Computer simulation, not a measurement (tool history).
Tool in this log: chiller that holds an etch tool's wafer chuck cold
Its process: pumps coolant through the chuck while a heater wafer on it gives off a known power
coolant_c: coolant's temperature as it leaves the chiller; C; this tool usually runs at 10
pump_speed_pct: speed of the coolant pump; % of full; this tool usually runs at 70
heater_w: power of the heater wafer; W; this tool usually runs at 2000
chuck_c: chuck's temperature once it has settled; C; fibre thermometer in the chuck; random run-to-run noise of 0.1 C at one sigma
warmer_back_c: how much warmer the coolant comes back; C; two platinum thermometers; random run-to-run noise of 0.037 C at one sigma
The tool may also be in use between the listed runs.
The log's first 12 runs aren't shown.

run 13 hour=666.1 | coolant_c=10 pump_speed_pct=70 heater_w=1350 | chuck_c=19.7 warmer_back_c=5.04
run 14 hour=736.6 | coolant_c=10 pump_speed_pct=70 heater_w=2000 | chuck_c=24.2 warmer_back_c=7.39
run 15 hour=819.8 | coolant_c=14 pump_speed_pct=70 heater_w=2000 | chuck_c=28.6 warmer_back_c=7.45
run 16 hour=859.1 | coolant_c=14 pump_speed_pct=70 heater_w=2000 | chuck_c=28.3 warmer_back_c=7.42
run 17 hour=901.1 | coolant_c=18 pump_speed_pct=77 heater_w=1746 | chuck_c=29.8 warmer_back_c=5.88
run 18 hour=968.9 | coolant_c=18 pump_speed_pct=77 heater_w=1746 | chuck_c=29.8 warmer_back_c=5.82
run 19 hour=1004.1 | coolant_c=18 pump_speed_pct=77 heater_w=1746 | chuck_c=29.7 warmer_back_c=5.90
run 20 hour=1077.3 | coolant_c=18 pump_speed_pct=89 heater_w=1746 | chuck_c=28.6 warmer_back_c=5.05
-- hour=1113.6 coolant changed, channels flushed
run 21 hour=1148.5 | coolant_c=12 pump_speed_pct=89 heater_w=1746 | chuck_c=22.7 warmer_back_c=5.13
run 22 hour=1220.6 | coolant_c=12 pump_speed_pct=89 heater_w=1284 | chuck_c=19.9 warmer_back_c=3.75
run 23 hour=1290.6 | coolant_c=12 pump_speed_pct=89 heater_w=1284 | chuck_c=19.9 warmer_back_c=3.73
run 24 hour=1328.4 | coolant_c=7 pump_speed_pct=76 heater_w=1345 | chuck_c=16.1 warmer_back_c=4.57
run 25 hour=1415.4 | coolant_c=9 pump_speed_pct=76 heater_w=1733 | chuck_c=20.8 warmer_back_c=5.99
run 26 hour=1451.9 | coolant_c=20 pump_speed_pct=76 heater_w=1343 | chuck_c=29.1 warmer_back_c=4.63
run 27 hour=1506.8 | coolant_c=12 pump_speed_pct=70 heater_w=1079 | chuck_c=19.7 warmer_back_c=4.01
run 28 hour=1574.9 | coolant_c=12 pump_speed_pct=100 heater_w=1079 | chuck_c=18.1 warmer_back_c=2.80
run 29 hour=1611.0 | coolant_c=16 pump_speed_pct=69 heater_w=1519 | chuck_c=26.8 warmer_back_c=5.73
run 30 hour=1660.2 | coolant_c=16 pump_speed_pct=69 heater_w=1519 | chuck_c=27.0 warmer_back_c=5.72
run 31 hour=1740.4 | coolant_c=10 pump_speed_pct=66 heater_w=2555 | chuck_c=29.2 warmer_back_c=10.14

4 options for the next run, each taken on its own from the tool as it stands now. Forecast them:
run A hour=1784.4 | coolant_c=10 pump_speed_pct=70 heater_w=2000 | chuck_c=? warmer_back_c=?
run B hour=1784.4 | coolant_c=17 pump_speed_pct=69 heater_w=2186 | chuck_c=? warmer_back_c=?
run C hour=1784.4 | coolant_c=8 pump_speed_pct=96 heater_w=1076 | chuck_c=? warmer_back_c=?
run D hour=1784.4 | coolant_c=10 pump_speed_pct=98 heater_w=2249 | chuck_c=? warmer_back_c=?

run=A chuck_c=24.2 warmer_back_c=7.39
run=B chuck_c=32.8 warmer_back_c=8.27
run=C chuck_c=14.5 warmer_back_c=2.84
run=D chuck_c=22.8 warmer_back_c=5.92
What these runs would have given with no unlogged condition in the tool:
run=A chuck_c=24.2 warmer_back_c=7.38
run=B chuck_c=32.8 warmer_back_c=8.26
run=C chuck_c=14.5 warmer_back_c=2.83
run=D chuck_c=22.8 warmer_back_c=5.91

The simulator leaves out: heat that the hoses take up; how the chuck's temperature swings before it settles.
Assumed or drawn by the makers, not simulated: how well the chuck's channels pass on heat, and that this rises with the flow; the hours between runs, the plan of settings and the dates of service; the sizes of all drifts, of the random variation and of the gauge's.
